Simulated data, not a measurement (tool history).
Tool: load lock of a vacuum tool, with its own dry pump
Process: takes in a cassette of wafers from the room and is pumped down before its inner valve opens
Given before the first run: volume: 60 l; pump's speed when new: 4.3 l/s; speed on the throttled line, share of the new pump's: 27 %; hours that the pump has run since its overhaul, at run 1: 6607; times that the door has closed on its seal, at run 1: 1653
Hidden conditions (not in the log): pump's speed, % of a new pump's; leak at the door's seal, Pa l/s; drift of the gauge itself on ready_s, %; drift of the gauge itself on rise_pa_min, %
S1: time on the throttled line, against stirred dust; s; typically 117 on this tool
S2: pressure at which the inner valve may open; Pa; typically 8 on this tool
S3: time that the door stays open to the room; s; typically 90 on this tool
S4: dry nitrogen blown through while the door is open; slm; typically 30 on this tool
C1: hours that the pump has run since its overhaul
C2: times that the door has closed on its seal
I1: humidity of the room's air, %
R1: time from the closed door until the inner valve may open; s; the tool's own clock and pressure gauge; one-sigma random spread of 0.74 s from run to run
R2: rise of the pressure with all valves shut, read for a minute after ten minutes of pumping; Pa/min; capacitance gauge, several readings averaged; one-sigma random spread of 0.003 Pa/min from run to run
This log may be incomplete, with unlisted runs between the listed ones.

| run | hour | S1 | S2 | S3 | S4 | C1 | C2 | I1 | R1 | R2 |
|---|---|---|---|---|---|---|---|---|---|---|
| 1 | 0.0 | 117 | 8 | 90 | 30 | 6607 | 1653 | 43.2 | 227.6 | 0.032 |
| 2 | 205.6 | 117 | 8 | 90 | 30 | 6813 | 2408 | 45.4 | 228.1 | 0.046 |
| 3 | 433.1 | 107 | 8 | 90 | 30 | 7041 | 3243 | 46.7 | 220.5 | 0.058 |
| 4 | 652.4 | 107 | 8 | 90 | 30 | 7260 | 4048 | 45.3 | 221.7 | 0.070 |
| 5 | 829.3 | 107 | 8 | 90 | 30 | 7437 | 4698 | 41.7 | 220.3 | 0.075 |
| 6 | 965.7 | 107 | 8 | 90 | 30 | 7573 | 5199 | 44.2 | 221.5 | 0.087 |
| 7 | 1131.0 | 117 | 8 | 90 | 30 | 7738 | 5806 | 44.3 | 228.9 | 0.100 |
| 8 | 1289.2 | 117 | 8 | 90 | 30 | 7897 | 6387 | 44.3 | 228.8 | 0.109 |
| 9 | 1499.8 | 117 | 8 | 145 | 30 | 8107 | 7160 | 42.6 | 229.8 | 0.130 |
| 10 | 1656.2 | 117 | 8 | 145 | 30 | 8264 | 7734 | 45.2 | 230.0 | 0.141 |
| 11 | 1765.3 | 117 | 8 | 90 | 30 | 8373 | 8135 | 43.4 | 229.3 | 0.148 |
| 12 | 1981.0 | 117 | 8 | 90 | 30 | 8588 | 8927 | 46.5 | 229.7 | 0.156 |
| 13 | 2150.0 | 117 | 8 | 90 | 30 | 8757 | 9548 | 45.2 | 229.7 | 0.180 |
| 14 | 2252.7 | 117 | 8 | 90 | 30 | 8860 | 9925 | 48.0 | 230.7 | 0.187 |
| 15 | 2477.1 | 104 | 8 | 90 | 30 | 9085 | 10748 | 44.7 | 222.1 | 0.214 |
| 16 | 2677.9 | 104 | 8 | 90 | 30 | 9285 | 11486 | 47.5 | 220.7 | 0.244 |
| 17 | 2855.0 | 104 | 8 | 90 | 30 | 9462 | 12136 | 49.1 | 222.9 | 0.259 |
| 18 | 2971.9 | 117 | 8 | 90 | 30 | 9579 | 12565 | 44.6 | 230.5 | 0.269 |
| 19 | 3092.4 | 117 | 8 | 90 | 30 | 9700 | 13008 | 45.1 | 231.8 | 0.281 |
| 20 | 3217.0 | 117 | 8 | 90 | 30 | 9824 | 13465 | 41.5 | 232.7 | 0.297 |
| 21 | 3438.3 | 117 | 8 | 90 | 16 | 10046 | 14278 | 45.6 | 232.7 | 0.331 |
| 22 | 3654.5 | 194 | 9 | 30 | 16 | 10262 | 15072 | 43.8 | 285.0 | 0.366 |
| 23 | 3843.4 | 82 | 10 | 83 | 6 | 10451 | 15765 | 43.2 | 205.2 | 0.400 |
| 24 | 4056.3 | 154 | 7 | 62 | 30 | 10664 | 16547 | 44.6 | 260.5 | 0.412 |
| 25 | 4231.5 | 154 | 7 | 62 | 30 | 10839 | 17190 | 43.9 | 260.9 | 0.438 |
| 26 | 4401.0 | 94 | 8 | 90 | 7 | 11008 | 17813 | 43.0 | 216.8 | 0.477 |
| 27 | 4563.3 | 94 | 8 | 90 | 7 | 11171 | 18409 | 45.0 | 218.3 | 0.514 |
| 28 | 4751.3 | 94 | 9 | 90 | 7 | 11359 | 19099 | 44.7 | 216.4 | 0.540 |
| 29 | 4878.3 | 117 | 14 | 30 | 30 | 11486 | 19565 | 40.9 | 225.2 | 0.531 |
| 30 | 5055.0 | 117 | 14 | 30 | 30 | 11662 | 20214 | 42.9 | 224.6 | 0.561 |
| 31 | 5162.8 | 101 | 15 | 213 | 30 | 11770 | 20610 | 47.8 | 212.6 | 0.598 |
| 32 | 5322.9 | 68 | 8 | 213 | 30 | 11930 | 21198 | 44.0 | 202.1 | 0.609 |
|  | 5346.1 | dry pump taken out, an overhauled one fitted |
| 33 | 5473.8 | 117 | 16 | 50 | 30 | 128 | 21730 | 47.9 | 209.7 | 0.630 |
|  | 5641.3 | door's seal changed, seat wiped |
| 34 | 5642.9 | 198 | 12 | 37 | 5 | 295 | 6 | 46.6 | 273.5 | 0.034 |
| 35 | 5784.5 | 187 | 10 | 90 | 30 | 437 | 526 | 43.6 | 269.2 | 0.024 |
| 36 | 5901.8 | 187 | 10 | 90 | 30 | 554 | 957 | 44.5 | 267.6 | 0.028 |

Forecast each of these 3 alternatives for the next run:
| A | 6044.5 | 117 | 8 | 123 | 30 | 697 | 1481 | 42.5 | ? | ? |
| B | 6044.5 | 187 | 10 | 35 | 7 | 697 | 1481 | 46.4 | ? | ? |
| C | 6044.5 | 136 | 11 | 104 | 30 | 697 | 1481 | 45.0 | ? | ? |

| run | R1 | R2 |
|---|---|---|
| A | 220.2 | 0.035 |
| B | 265.7 | 0.050 |
| C | 228.9 | 0.032 |
With the hidden condition removed and each run's random variation left untouched, the same runs would have given:
| run | R1 | R2 |
|---|---|---|
| A | 219.7 | 0.018 |
| B | 265.3 | 0.033 |
| C | 228.4 | 0.016 |

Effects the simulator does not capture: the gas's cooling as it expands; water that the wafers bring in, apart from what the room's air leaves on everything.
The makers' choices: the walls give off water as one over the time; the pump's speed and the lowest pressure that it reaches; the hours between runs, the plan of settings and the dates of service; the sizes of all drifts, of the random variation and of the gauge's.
